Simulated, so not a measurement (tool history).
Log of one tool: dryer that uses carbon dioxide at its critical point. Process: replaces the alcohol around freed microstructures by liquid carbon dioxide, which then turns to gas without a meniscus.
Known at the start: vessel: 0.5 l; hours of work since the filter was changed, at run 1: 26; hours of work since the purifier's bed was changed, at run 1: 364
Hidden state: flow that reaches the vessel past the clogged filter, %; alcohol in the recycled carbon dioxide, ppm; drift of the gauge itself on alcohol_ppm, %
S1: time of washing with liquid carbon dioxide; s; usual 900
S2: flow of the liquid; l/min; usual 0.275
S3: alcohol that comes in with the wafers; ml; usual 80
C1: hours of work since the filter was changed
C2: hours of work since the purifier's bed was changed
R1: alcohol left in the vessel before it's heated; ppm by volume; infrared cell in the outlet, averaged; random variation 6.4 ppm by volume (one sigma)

run	hour	S1	S2	S3	C1	C2	R1
1	0.0	900	0.275	80	26	364	358
2	24.1	900	0.259	80	41	379	513
3	59.3	900	0.275	80	63	401	403
4	92.5	900	0.275	80	84	422	431
5	130.3	900	0.275	80	108	446	469
6	173.0	900	0.275	80	135	472	517
7	215.0	900	0.275	31	161	499	286
# hour 233.8: inlet filter changed
8	260.5	900	0.275	31	17	527	246
9	293.2	900	0.275	31	37	547	249
# hour 315.3: purifier's bed changed
10	317.2	900	0.275	31	50	1	128
11	357.1	900	0.275	42	76	26	193
12	381.9	900	0.275	42	91	42	206
13	423.0	900	0.275	42	117	68	233
14	459.3	900	0.275	80	140	90	445
15	499.4	900	0.275	80	165	116	498
# hour 509.3: inlet filter changed
16	529.5	900	0.275	80	13	134	314
17	574.2	900	0.275	80	41	162	351
18	612.7	720	0.275	80	65	186	1176
19	640.1	720	0.275	80	82	203	1260
20	672.8	600	0.275	80	103	224	2829
21	692.1	600	0.275	80	115	236	2998
22	726.6	600	0.275	80	136	258	3073
23	772.0	600	0.275	80	165	286	3351
# hour 782.7: inlet filter changed
24	808.8	540	0.267	60	16	309	3036
25	850.5	960	0.337	86	43	335	137
26	883.8	600	0.317	37	64	356	733
27	914.9	1020	0.275	80	83	375	257
28	941.0	1020	0.275	80	99	392	262
29	969.7	1020	0.219	21	117	410	275
30	1003.2	1020	0.219	21	138	431	301
31	1030.4	1020	0.200	24	156	448	467
# hour 1056.4: inlet filter changed
32	1071.4	1020	0.200	24	9	473	358
33	1106.9	1020	0.200	24	32	495	393
34	1136.5	1020	0.200	24	50	514	397
35	1168.7	780	0.311	21	70	534	239

The next listed run, before its measurement:
36	1200.0	840	0.259	56	90	554	?

R1: 677 ppm by volume
Without the tool's hidden state the same run would have given R1 401 ppm by volume.

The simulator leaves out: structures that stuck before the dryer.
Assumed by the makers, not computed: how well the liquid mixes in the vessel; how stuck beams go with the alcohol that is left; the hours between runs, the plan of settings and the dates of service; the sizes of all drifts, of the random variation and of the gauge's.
